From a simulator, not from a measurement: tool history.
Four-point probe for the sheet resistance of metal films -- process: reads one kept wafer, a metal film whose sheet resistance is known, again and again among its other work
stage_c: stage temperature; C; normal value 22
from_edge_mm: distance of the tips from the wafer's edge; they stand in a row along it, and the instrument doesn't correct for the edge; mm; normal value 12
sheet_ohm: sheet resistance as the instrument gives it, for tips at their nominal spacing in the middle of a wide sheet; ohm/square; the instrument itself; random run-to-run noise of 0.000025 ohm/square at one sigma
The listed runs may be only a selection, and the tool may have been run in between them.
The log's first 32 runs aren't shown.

| run | hour | stage_c | from_edge_mm | touches since the probe head was changed | hours of work since the stage's thermometer was calibrated | sheet_ohm |
|---|---|---|---|---|---|---|
| 33 | 1445.5 | 19 | 6 | 65560 | 54 | 0.123337 |
| 34 | 1485.6 | 26 | 14 | 66835 | 86 | 0.123151 |
| 35 | 1528.4 | 26 | 14 | 68197 | 120 | 0.123154 |
| 36 | 1579.2 | 35 | 20 | 69814 | 160 | 0.123355 |
| 37 | 1638.2 | 35 | 20 | 71690 | 208 | 0.123342 |
| 38 | 1685.1 | 19 | 52 | 73182 | 245 | 0.122793 |
| 39 | 1737.9 | 19 | 52 | 74864 | 287 | 0.122822 |
| 40 | 1777.0 | 19 | 52 | 76108 | 319 | 0.122757 |
| 41 | 1806.9 | 18 | 5 | 77059 | 342 | 0.123374 |
| 42 | 1858.6 | 26 | 37 | 78706 | 384 | 0.122993 |
| 43 | 1917.9 | 26 | 7 | 80591 | 431 | 0.123329 |
| 44 | 1962.6 | 26 | 7 | 82014 | 467 | 0.123310 |
| 45 | 2000.1 | 25 | 11 | 83208 | 497 | 0.123010 |

Alternative continuations, all from the tool just after run 45; predict every row:
| A | 2054.1 | 23 | 74 | 84927 | 540 | ? |
| B | 2054.1 | 23 | 8 | 84927 | 540 | ? |
| C | 2054.1 | 27 | 11 | 84927 | 540 | ? |
| D | 2054.1 | 32 | 7 | 84927 | 540 | ? |

| run | sheet_ohm |
|---|---|
| A | 0.122830 |
| B | 0.123123 |
| C | 0.123062 |
| D | 0.123448 |
Without the tool's hidden state the same runs would have given:
| run | sheet_ohm |
|---|---|
| A | 0.123512 |
| B | 0.123806 |
| C | 0.123745 |
| D | 0.124133 |
